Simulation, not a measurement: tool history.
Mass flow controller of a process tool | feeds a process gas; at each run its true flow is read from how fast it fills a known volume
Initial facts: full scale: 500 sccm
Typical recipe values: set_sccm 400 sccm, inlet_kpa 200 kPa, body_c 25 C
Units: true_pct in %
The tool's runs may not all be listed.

{"run": 1, "hour": 0.0, "set_sccm": 400, "inlet_kpa": 200, "body_c": 25, "true_pct": 97.57}
{"run": 2, "hour": 231.6, "set_sccm": 400, "inlet_kpa": 200, "body_c": 25, "true_pct": 97.47}
{"run": 3, "hour": 483.7, "set_sccm": 400, "inlet_kpa": 200, "body_c": 25, "true_pct": 97.47}
{"run": 4, "hour": 647.8, "set_sccm": 400, "inlet_kpa": 200, "body_c": 25, "true_pct": 97.26}
{"run": 5, "hour": 781.6, "set_sccm": 400, "inlet_kpa": 200, "body_c": 25, "true_pct": 97.27}
{"run": 6, "hour": 985.8, "set_sccm": 400, "inlet_kpa": 200, "body_c": 25, "true_pct": 97.27}
{"run": 7, "hour": 1284.5, "set_sccm": 400, "inlet_kpa": 200, "body_c": 25, "true_pct": 97.35}
{"run": 8, "hour": 1496.3, "set_sccm": 400, "inlet_kpa": 200, "body_c": 25, "true_pct": 97.15}
{"run": 9, "hour": 1722.9, "set_sccm": 400, "inlet_kpa": 200, "body_c": 25, "true_pct": 97.1}
{"run": 10, "hour": 1865.5, "set_sccm": 400, "inlet_kpa": 200, "body_c": 25, "true_pct": 97.22}
{"run": 11, "hour": 2135.3, "set_sccm": 400, "inlet_kpa": 200, "body_c": 39, "true_pct": 95.64}
{"run": 12, "hour": 2414.8, "set_sccm": 400, "inlet_kpa": 200, "body_c": 39, "true_pct": 95.62}
{"run": 13, "hour": 2689.3, "set_sccm": 400, "inlet_kpa": 200, "body_c": 39, "true_pct": 95.44}
{"run": 14, "hour": 2899.9, "set_sccm": 400, "inlet_kpa": 200, "body_c": 25, "true_pct": 96.79}
{"run": 15, "hour": 3048.0, "set_sccm": 400, "inlet_kpa": 200, "body_c": 39, "true_pct": 95.29}
{"run": 16, "hour": 3227.9, "set_sccm": 400, "inlet_kpa": 200, "body_c": 35, "true_pct": 95.87}
{"run": 17, "hour": 3475.9, "set_sccm": 400, "inlet_kpa": 200, "body_c": 35, "true_pct": 95.59}
{"run": 18, "hour": 3661.7, "set_sccm": 400, "inlet_kpa": 200, "body_c": 38, "true_pct": 95.28}
{"run": 19, "hour": 3941.2, "set_sccm": 400, "inlet_kpa": 200, "body_c": 38, "true_pct": 95.3}
{"hour": 4039.5, "done": "controller's zero set anew"}
{"run": 20, "hour": 4122.9, "set_sccm": 400, "inlet_kpa": 200, "body_c": 38, "true_pct": 96.39}
{"run": 21, "hour": 4282.5, "set_sccm": 326, "inlet_kpa": 200, "body_c": 25, "true_pct": 97.6}
{"run": 22, "hour": 4418.3, "set_sccm": 187, "inlet_kpa": 189, "body_c": 27, "true_pct": 97.06}
{"run": 23, "hour": 4571.9, "set_sccm": 400, "inlet_kpa": 200, "body_c": 26, "true_pct": 97.48}
{"run": 24, "hour": 4848.0, "set_sccm": 64, "inlet_kpa": 205, "body_c": 22, "true_pct": 96.67}
{"run": 25, "hour": 5129.8, "set_sccm": 400, "inlet_kpa": 170, "body_c": 25, "true_pct": 97.6}
{"run": 26, "hour": 5428.4, "set_sccm": 58, "inlet_kpa": 241, "body_c": 28, "true_pct": 95.39}
{"run": 27, "hour": 5691.7, "set_sccm": 99, "inlet_kpa": 219, "body_c": 25, "true_pct": 96.16}
{"run": 28, "hour": 5906.8, "set_sccm": 64, "inlet_kpa": 161, "body_c": 25, "true_pct": 95.83}
{"run": 29, "hour": 6138.8, "set_sccm": 64, "inlet_kpa": 161, "body_c": 25, "true_pct": 95.66}
{"run": 30, "hour": 6343.1, "set_sccm": 64, "inlet_kpa": 161, "body_c": 25, "true_pct": 95.49}
{"run": 31, "hour": 6562.4, "set_sccm": 400, "inlet_kpa": 200, "body_c": 38, "true_pct": 95.88}
{"run": 32, "hour": 6748.3, "set_sccm": 400, "inlet_kpa": 200, "body_c": 38, "true_pct": 95.82}
{"run": 33, "hour": 6924.9, "set_sccm": 450, "inlet_kpa": 204, "body_c": 25, "true_pct": 97.01}
{"run": 34, "hour": 7072.4, "set_sccm": 400, "inlet_kpa": 220, "body_c": 22, "true_pct": 97.09}
{"run": 35, "hour": 7284.9, "set_sccm": 73, "inlet_kpa": 220, "body_c": 30, "true_pct": 94.25}
{"run": 36, "hour": 7407.7, "set_sccm": 357, "inlet_kpa": 152, "body_c": 38, "true_pct": 95.79}
{"run": 37, "hour": 7560.3, "set_sccm": 222, "inlet_kpa": 152, "body_c": 28, "true_pct": 95.97}
{"run": 38, "hour": 7783.2, "set_sccm": 222, "inlet_kpa": 152, "body_c": 22, "true_pct": 96.58}
{"run": 39, "hour": 7941.4, "set_sccm": 55, "inlet_kpa": 227, "body_c": 25, "true_pct": 93.54}
{"run": 40, "hour": 8194.2, "set_sccm": 166, "inlet_kpa": 154, "body_c": 36, "true_pct": 94.71}
{"run": 41, "hour": 8369.2, "set_sccm": 166, "inlet_kpa": 154, "body_c": 36, "true_pct": 94.73}

Predict each of these 5 candidate next runs independently; none follows another, all start after run 41:
{"run": "A", "hour": 8595.3, "set_sccm": 251, "inlet_kpa": 154, "body_c": 25, "true_pct": "?"}
{"run": "B", "hour": 8595.3, "set_sccm": 93, "inlet_kpa": 174, "body_c": 33, "true_pct": "?"}
{"run": "C", "hour": 8595.3, "set_sccm": 347, "inlet_kpa": 217, "body_c": 36, "true_pct": "?"}
{"run": "D", "hour": 8595.3, "set_sccm": 296, "inlet_kpa": 194, "body_c": 25, "true_pct": "?"}
{"run": "E", "hour": 8595.3, "set_sccm": 349, "inlet_kpa": 176, "body_c": 29, "true_pct": "?"}

run=A true_pct=96.22
run=B true_pct=93.75
run=C true_pct=95.29
run=D true_pct=96.26
run=E true_pct=96.19
Without the tool's hidden state the same runs would have given:
run=A true_pct=99.74
run=B true_pct=98.55
run=C true_pct=98.61
run=D true_pct=99.67
run=E true_pct=99.5
